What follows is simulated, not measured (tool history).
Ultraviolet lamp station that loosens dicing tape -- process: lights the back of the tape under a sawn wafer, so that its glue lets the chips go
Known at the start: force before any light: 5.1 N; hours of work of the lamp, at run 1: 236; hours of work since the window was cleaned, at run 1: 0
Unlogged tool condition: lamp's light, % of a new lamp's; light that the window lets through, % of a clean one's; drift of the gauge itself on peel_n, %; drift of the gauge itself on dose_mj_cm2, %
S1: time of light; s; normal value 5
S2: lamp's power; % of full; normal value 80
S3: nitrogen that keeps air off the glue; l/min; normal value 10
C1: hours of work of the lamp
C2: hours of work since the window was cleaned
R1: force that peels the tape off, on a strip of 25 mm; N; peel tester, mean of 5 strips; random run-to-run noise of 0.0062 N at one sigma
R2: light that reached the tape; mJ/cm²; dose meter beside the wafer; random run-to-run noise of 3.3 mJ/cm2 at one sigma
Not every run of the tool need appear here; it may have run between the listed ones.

| run | day | S1 | S2 | S3 | C1 | C2 | R1 | R2 |
|---|---|---|---|---|---|---|---|---|
| 1 | 0 | 5 | 80 | 10 | 236 | 0 | 0.188 | 496 |
| 2 | 2.033 | 5 | 80 | 10 | 271 | 35 | 0.199 | 489 |
| 3 | 4.808 | 5 | 80 | 10 | 320 | 84 | 0.203 | 485 |
| 4 | 7.358 | 5 | 80 | 10 | 364 | 128 | 0.218 | 480 |
| 5 | 9.238 | 5 | 80 | 10 | 397 | 161 | 0.22 | 476 |
| 6 | 12.342 | 8 | 80 | 10 | 451 | 215 | 0.099 | 754 |
| 7 | 15.833 | 8 | 80 | 10 | 512 | 276 | 0.108 | 740 |
| 8 | 17.721 | 5 | 80 | 10 | 545 | 309 | 0.238 | 460 |
| 9 | 19.746 | 3 | 83 | 13 | 580 | 345 | 0.578 | 280 |
| 10 | 21.567 | 3 | 83 | 13 | 612 | 376 | 0.567 | 278 |
| 11 | 24.75 | 3 | 83 | 13 | 668 | 432 | 0.561 | 274 |
|  | 25.354 | window cleaned of glue's vapour |
| 12 | 28.242 | 6 | 77 | 19 | 728 | 50 | 0.117 | 526 |
| 13 | 31.362 | 5 | 85 | 19 | 783 | 105 | 0.13 | 481 |
| 14 | 34.054 | 4 | 90 | 5 | 830 | 152 | 0.568 | 403 |
| 15 | 35.958 | 4 | 81 | 6 | 863 | 185 | 0.594 | 355 |

Predict each of these 5 candidate next runs independently; none follows another, all start after run 15:
| A | 37.388 | 5 | 64 | 10 | 888 | 210 | ? | ? |
| B | 37.388 | 5 | 80 | 7 | 888 | 210 | ? | ? |
| C | 37.388 | 4 | 64 | 6 | 888 | 210 | ? | ? |
| D | 37.388 | 3 | 67 | 6 | 888 | 210 | ? | ? |
| E | 37.388 | 3 | 79 | 10 | 888 | 210 | ? | ? |

| run | R1 | R2 |
|---|---|---|
| A | 0.43 | 356 |
| B | 0.345 | 447 |
| C | 0.962 | 284 |
| D | 1.313 | 222 |
| E | 0.786 | 262 |
Stripped of hidden state, with their random variation kept, the same runs would have yielded:
| run | R1 | R2 |
|---|---|---|
| A | 0.303 | 416 |
| B | 0.242 | 523 |
| C | 0.736 | 332 |
| D | 1.056 | 260 |
| E | 0.585 | 306 |
